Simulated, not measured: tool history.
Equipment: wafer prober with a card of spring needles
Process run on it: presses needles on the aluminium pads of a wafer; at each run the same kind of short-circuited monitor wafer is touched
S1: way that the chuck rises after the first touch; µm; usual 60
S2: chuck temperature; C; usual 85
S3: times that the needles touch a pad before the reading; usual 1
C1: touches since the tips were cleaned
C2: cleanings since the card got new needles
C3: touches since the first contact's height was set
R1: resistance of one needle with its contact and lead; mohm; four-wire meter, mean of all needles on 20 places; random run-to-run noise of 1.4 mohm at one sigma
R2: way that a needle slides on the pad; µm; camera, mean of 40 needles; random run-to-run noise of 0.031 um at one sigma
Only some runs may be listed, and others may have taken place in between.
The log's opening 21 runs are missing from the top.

| run | hour | S1 | S2 | S3 | C1 | C2 | C3 | R1 | R2 |
|---|---|---|---|---|---|---|---|---|---|
| 22 | 140.2 | 59 | 85 | 2 | 5294 | 8 | 71339 | 159 | 12.43 |
| 23 | 148.4 | 59 | 85 | 2 | 6614 | 8 | 72659 | 162 | 12.47 |
| 24 | 152.3 | 59 | 85 | 2 | 7238 | 8 | 73283 | 166 | 12.45 |
|  | 156.6 | tips cleaned on abrasive film |
| 25 | 157.8 | 75 | 29 | 1 | 191 | 9 | 74139 | 116 | 15.81 |
| 26 | 164.6 | 60 | 45 | 2 | 1281 | 9 | 75229 | 131 | 12.59 |
| 27 | 169.1 | 41 | 40 | 1 | 2010 | 9 | 75958 | 203 | 8.59 |
| 28 | 176.2 | 41 | 27 | 2 | 3157 | 9 | 77105 | 182 | 8.61 |
| 29 | 182.1 | 54 | 27 | 3 | 4095 | 9 | 78043 | 139 | 11.4 |
| 30 | 186.1 | 71 | 31 | 3 | 4743 | 9 | 78691 | 126 | 14.94 |
| 31 | 190 | 71 | 31 | 3 | 5361 | 9 | 79309 | 127 | 14.96 |
| 32 | 196.7 | 43 | 85 | 1 | 6447 | 9 | 80395 | 255 | 9.07 |
| 33 | 200.8 | 63 | 50 | 2 | 7100 | 9 | 81048 | 159 | 13.32 |
|  | 205.4 | tips cleaned on abrasive film |
| 34 | 205.4 | 63 | 50 | 2 | 0 | 10 | 81763 | 118 | 13.28 |
| 35 | 213.8 | 49 | 43 | 3 | 1355 | 10 | 83118 | 133 | 10.3 |

4 options for the next run, each taken on its own from the tool as it stands now. Forecast them:
| A | 221.2 | 54 | 70 | 1 | 2546 | 10 | 84309 | ? | ? |
| B | 221.2 | 60 | 85 | 3 | 2546 | 10 | 84309 | ? | ? |
| C | 221.2 | 50 | 45 | 2 | 2546 | 10 | 84309 | ? | ? |
| D | 221.2 | 60 | 77 | 2 | 2546 | 10 | 84309 | ? | ? |

| run | R1 | R2 |
|---|---|---|
| A | 171 | 11.37 |
| B | 136 | 12.67 |
| C | 158 | 10.56 |
| D | 144 | 12.65 |
The same runs, with their run-to-run variation unchanged, on a tool lacking any hidden condition would have given:
| run | R1 | R2 |
|---|---|---|
| A | 123 | 11.48 |
| B | 122 | 12.78 |
| C | 123 | 10.66 |
| D | 121 | 12.75 |
